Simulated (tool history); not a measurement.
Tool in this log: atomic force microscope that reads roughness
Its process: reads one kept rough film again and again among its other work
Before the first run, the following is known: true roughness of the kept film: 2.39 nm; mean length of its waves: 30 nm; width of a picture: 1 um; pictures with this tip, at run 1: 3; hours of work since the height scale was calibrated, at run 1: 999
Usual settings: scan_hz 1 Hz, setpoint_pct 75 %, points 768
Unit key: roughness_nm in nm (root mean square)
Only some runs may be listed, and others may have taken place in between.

| run | hour | scan_hz | setpoint_pct | points | pictures with this tip | hours of work since the height scale was calibrated | roughness_nm |
|---|---|---|---|---|---|---|---|
| 1 | 0 | 1 | 75 | 768 | 3 | 999 | 2.179 |
| 2 | 36.6 | 1 | 75 | 768 | 75 | 1020 | 2.017 |
|  | 58.3 | new tip fitted |
| 3 | 73 | 1 | 75 | 262 | 29 | 1040 | 2.099 |
| 4 | 106.4 | 1 | 75 | 262 | 94 | 1059 | 1.969 |
|  | 115.5 | new tip fitted |
| 5 | 153.9 | 1 | 75 | 262 | 76 | 1086 | 1.996 |
|  | 172.6 | new tip fitted |
| 6 | 195.5 | 1 | 70 | 768 | 45 | 1109 | 2.108 |
|  | 229.8 | new tip fitted |
| 7 | 237.5 | 0.69 | 75 | 768 | 16 | 1132 | 2.199 |
| 8 | 272.9 | 1 | 75 | 760 | 85 | 1152 | 2 |
|  | 286.6 | new tip fitted |
| 9 | 303.8 | 0.97 | 75 | 768 | 34 | 1170 | 2.147 |
|  | 342.4 | new tip fitted |
| 10 | 350.3 | 0.97 | 75 | 768 | 16 | 1196 | 2.172 |
|  | 399.2 | new tip fitted |
| 11 | 399.2 | 0.97 | 75 | 768 | 0 | 1223 | 2.204 |
| 12 | 431.3 | 0.97 | 75 | 660 | 63 | 1241 | 2.055 |
|  | 455.5 | new tip fitted |
| 13 | 462.4 | 1 | 75 | 768 | 13 | 1258 | 2.179 |
|  | 511.1 | new tip fitted |
| 14 | 521.6 | 1 | 75 | 768 | 21 | 1292 | 2.15 |
| 15 | 549 | 1 | 59 | 1005 | 75 | 1307 | 2.084 |
|  | 554.9 | height scale calibrated on a step standard |
|  | 570.4 | new tip fitted |
| 16 | 605.8 | 1.32 | 86 | 768 | 70 | 28 | 1.961 |
|  | 627.7 | new tip fitted |
| 17 | 643.9 | 2.1 | 60 | 768 | 32 | 50 | 2.143 |
|  | 684.4 | new tip fitted |
| 18 | 685 | 1.56 | 70 | 768 | 2 | 73 | 2.194 |
| 19 | 713.6 | 1.81 | 78 | 645 | 58 | 89 | 1.99 |
|  | 739.8 | new tip fitted |
| 20 | 773 | 1.81 | 78 | 645 | 66 | 122 | 1.97 |
|  | 796.3 | new tip fitted |
| 21 | 804.5 | 1 | 62 | 768 | 16 | 140 | 2.211 |
| 22 | 839.2 | 0.51 | 84 | 404 | 84 | 159 | 2.025 |
|  | 852.5 | new tip fitted |
| 23 | 870.9 | 0.56 | 56 | 787 | 36 | 177 | 2.188 |
|  | 877 | height scale calibrated on a step standard, once more |
|  | 910.4 | new tip fitted |
| 24 | 930 | 1 | 77 | 768 | 39 | 30 | 2.077 |
|  | 969.7 | new tip fitted |
| 25 | 990.9 | 0.68 | 65 | 768 | 42 | 64 | 2.132 |
|  | 1025.8 | new tip fitted |
| 26 | 1037.4 | 1 | 61 | 768 | 22 | 90 | 2.187 |
| 27 | 1068.8 | 0.88 | 69 | 768 | 84 | 108 | 2.024 |

3 options for the next run, each taken on its own from the tool as it stands now. Forecast them:
|  | 1083 | new tip fitted |
| A | 1115.7 | 1 | 84 | 332 | 65 | 134 | ? |
|  | 1083 | new tip fitted |
| B | 1115.7 | 0.88 | 69 | 565 | 65 | 134 | ? |
|  | 1083 | new tip fitted |
| C | 1115.7 | 0.88 | 69 | 269 | 65 | 134 | ? |

| run | roughness_nm |
|---|---|
| A | 1.979 |
| B | 2.086 |
| C | 2.052 |
Had the tool no hidden state, the same runs would have come out as:
| run | roughness_nm |
|---|---|
| A | 2.116 |
| B | 2.229 |
| C | 2.193 |

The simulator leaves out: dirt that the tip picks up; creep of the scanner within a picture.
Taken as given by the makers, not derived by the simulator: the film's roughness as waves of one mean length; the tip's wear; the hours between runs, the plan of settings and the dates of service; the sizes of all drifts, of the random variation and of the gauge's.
